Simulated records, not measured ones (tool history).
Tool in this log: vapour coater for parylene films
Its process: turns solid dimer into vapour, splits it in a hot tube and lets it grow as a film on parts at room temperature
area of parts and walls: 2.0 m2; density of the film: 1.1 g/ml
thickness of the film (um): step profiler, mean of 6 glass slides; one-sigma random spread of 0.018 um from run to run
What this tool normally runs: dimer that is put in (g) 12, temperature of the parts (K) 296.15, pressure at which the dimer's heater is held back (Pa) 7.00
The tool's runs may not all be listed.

run	day	dimer that is put in (g)	temperature of the parts (K)	pressure at which the dimer's heater is held back (Pa)	thickness of the film (um)
1	0.000	12	296.15	7.00	3.16
2	1.700	12	296.15	7.00	3.16
# day 2.675: trap's valve overhauled
3	3.075	20	296.15	7.00	5.27
4	3.917	20	296.15	7.00	5.26
5	5.283	12	296.15	7.00	3.16
6	6.221	12	296.15	11.79	2.89
7	7.104	20	296.15	7.00	5.27
8	8.654	12	294.15	7.00	3.44
9	10.004	12	294.15	7.00	3.43
10	10.779	12	294.15	7.00	3.41
11	12.650	12	294.15	7.00	3.42
12	14.021	12	298.15	7.00	2.88
13	15.604	12	296.15	7.00	3.18
14	16.783	12	296.15	7.00	3.13
15	18.438	12	296.15	7.00	3.15
16	19.450	12	296.15	7.00	3.10
# day 20.675: trap's valve overhauled
17	20.838	12	296.15	7.00	3.18
18	21.850	12	296.15	4.89	3.30
19	22.762	12	296.15	7.00	3.15
20	24.383	7	296.15	7.00	1.82
21	26.154	7	296.15	7.00	1.85
22	27.362	12	293.15	7.00	3.60
23	28.312	12	296.15	6.51	3.18
24	29.329	12	296.15	6.51	3.17
25	30.567	6	294.15	3.65	1.86
26	31.588	6	304.15	3.65	1.20
27	32.425	10	304.15	3.65	2.03
28	34.083	13	296.15	2.79	3.91
29	35.512	12	297.15	2.94	3.43
30	37.162	12	296.15	9.06	3.02
31	37.975	12	296.15	7.04	3.15
# day 38.650: trap's valve overhauled
32	40.008	12	293.15	2.34	4.21
33	41.188	9	296.15	10.28	2.22
34	42.329	12	288.15	7.00	4.48
35	43.267	6	292.15	3.44	2.10
36	45.033	12	301.15	2.16	2.97
37	46.767	8	295.15	2.16	2.58
38	47.662	8	295.15	2.16	2.61
39	49.408	13	296.15	3.35	3.78
40	50.892	22	296.15	7.00	5.73
41	52.283	21	293.15	11.71	5.86
42	53.879	10	291.15	7.51	3.24
43	54.846	12	290.15	2.84	4.65
44	56.346	12	290.15	2.84	4.69
# day 56.629: trap's valve overhauled
45	57.454	10	292.15	2.81	3.57
46	58.354	12	292.15	7.00	3.76
47	59.846	12	292.15	7.00	3.74

Predict each of these 4 candidate next runs independently; none follows another, all start after run 47:
A	60.621	12	292.15	11.71	?
B	60.621	12	296.15	5.34	?
C	60.621	8	296.15	2.49	?
D	60.621	8	297.15	9.03	?

run	thickness of the film (um)
A	3.51
B	3.29
C	2.46
D	1.96
With the hidden condition removed and each run's random variation left untouched, the same runs would have given:
run	thickness of the film (um)
A	3.51
B	3.29
C	2.46
D	1.96
